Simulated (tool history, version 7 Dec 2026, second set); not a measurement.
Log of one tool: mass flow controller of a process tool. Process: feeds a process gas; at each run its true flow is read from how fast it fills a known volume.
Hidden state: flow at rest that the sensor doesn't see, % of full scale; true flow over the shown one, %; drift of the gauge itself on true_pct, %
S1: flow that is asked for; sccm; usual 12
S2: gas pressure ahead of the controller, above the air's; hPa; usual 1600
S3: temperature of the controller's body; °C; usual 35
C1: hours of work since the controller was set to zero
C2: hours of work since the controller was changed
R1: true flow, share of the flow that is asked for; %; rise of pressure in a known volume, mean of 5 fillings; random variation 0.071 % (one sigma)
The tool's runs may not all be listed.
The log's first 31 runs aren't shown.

run    hour  S1    S2  S3    C1    C2     R1
 32  6004.2  16  1600  39  1481  1481  96.55
 33  6176.3   9  2220  34  1545  1545  95.92
 34  6310.0  12  1600  30  1594  1594  96.72
 35  6528.1  12  1600  30  1675  1675  96.36
 36  6683.3  12  1600  30  1732  1732  96.24
 37  6870.5  12  2550  35  1802  1802  95.06
 38  7036.4  17  1450  40  1863  1863  95.69
 39  7241.2   7  1600  32  1939  1939  95.55
 40  7445.2   7  1600  32  2014  2014  95.35
 41  7623.8   5  1600  29  2080  2080  95.38
 42  7837.7  16  1600  35  2159  2159  94.96
 43  8054.9  16  1600  35  2239  2239  94.89
 44  8188.2  16  1600  35  2289  2289  94.78
 45  8429.5   8  1790  23  2378  2378  94.93
 46  8560.9   4  1890  29  2427  2427  94.20
     8709.4  -- gauge calibrated
 47  8816.7   4  2550  32  2521  2521  98.61
 48  8981.2   4  2550  32  2582  2582  98.43

3 ways to go on from here, each from the tool as it stands after run 48. What would each give?
  A  9220.2   4  2260  37  2670  2670   ?
  B  9220.2  12  2220  23  2670  2670   ?
  C  9220.2  12  2730  22  2670  2670   ?

run     R1
  A  98.18
  B  99.20
  C  98.96
Without the tool's hidden state the same runs would have given:
run     R1
  A  98.65
  B  99.66
  C  99.43

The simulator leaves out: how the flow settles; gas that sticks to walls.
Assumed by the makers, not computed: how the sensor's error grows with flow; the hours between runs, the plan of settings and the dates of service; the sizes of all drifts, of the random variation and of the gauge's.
